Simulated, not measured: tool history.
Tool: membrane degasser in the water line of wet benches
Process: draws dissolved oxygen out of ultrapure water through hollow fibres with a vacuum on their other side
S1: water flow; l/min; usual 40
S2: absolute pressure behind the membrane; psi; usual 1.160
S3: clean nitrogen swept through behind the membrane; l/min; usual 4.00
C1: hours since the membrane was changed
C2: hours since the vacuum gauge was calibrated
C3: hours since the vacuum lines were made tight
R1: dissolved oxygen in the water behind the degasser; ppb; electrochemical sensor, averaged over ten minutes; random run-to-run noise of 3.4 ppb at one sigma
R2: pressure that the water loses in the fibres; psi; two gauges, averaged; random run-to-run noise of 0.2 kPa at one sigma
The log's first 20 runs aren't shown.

run	hour	S1	S2	S3	C1	C2	C3	R1	R2
21	1580.1	26	0.705	5.78	1794	147	3621	153.9	3.990
22	1631.6	26	0.705	5.78	1846	199	3672	153.6	3.993
# hour 1644.5: vacuum gauge calibrated, once more
23	1698.7	39	2.019	6.37	1912	54	3739	385.2	6.035
24	1820.5	48	1.065	5.67	2034	176	3861	390.9	7.407
25	1939.0	26	1.971	2.95	2153	295	3979	342.1	4.036
26	2008.2	26	1.971	2.95	2222	364	4048	337.1	3.978
27	2077.8	25	1.160	7.25	2291	433	4118	164.7	3.833
28	2186.2	25	1.160	7.25	2400	542	4226	164.9	3.865
29	2269.8	25	1.160	7.25	2483	625	4310	166.1	3.849
30	2387.4	40	1.160	5.97	2601	743	4427	319.4	6.174
31	2497.9	25	0.963	11.99	2711	853	4538	146.1	3.841
32	2577.9	36	1.661	9.15	2791	933	4618	290.1	5.643

Branching from run 32: 3 alternative next runs. What would each branch give?
A	2678.8	44	1.160	1.88	2892	1034	4719	?	?
B	2678.8	44	1.160	3.66	2892	1034	4719	?	?
C	2678.8	42	2.789	2.22	2892	1034	4719	?	?

run	R1	R2
A	505.9	6.847
B	411.4	6.834
C	864.2	6.531
Take away the tool's hidden state, keep each run's random variation, and the runs would have read:
run	R1	R2
A	491.0	6.749
B	396.8	6.736
C	850.0	6.437
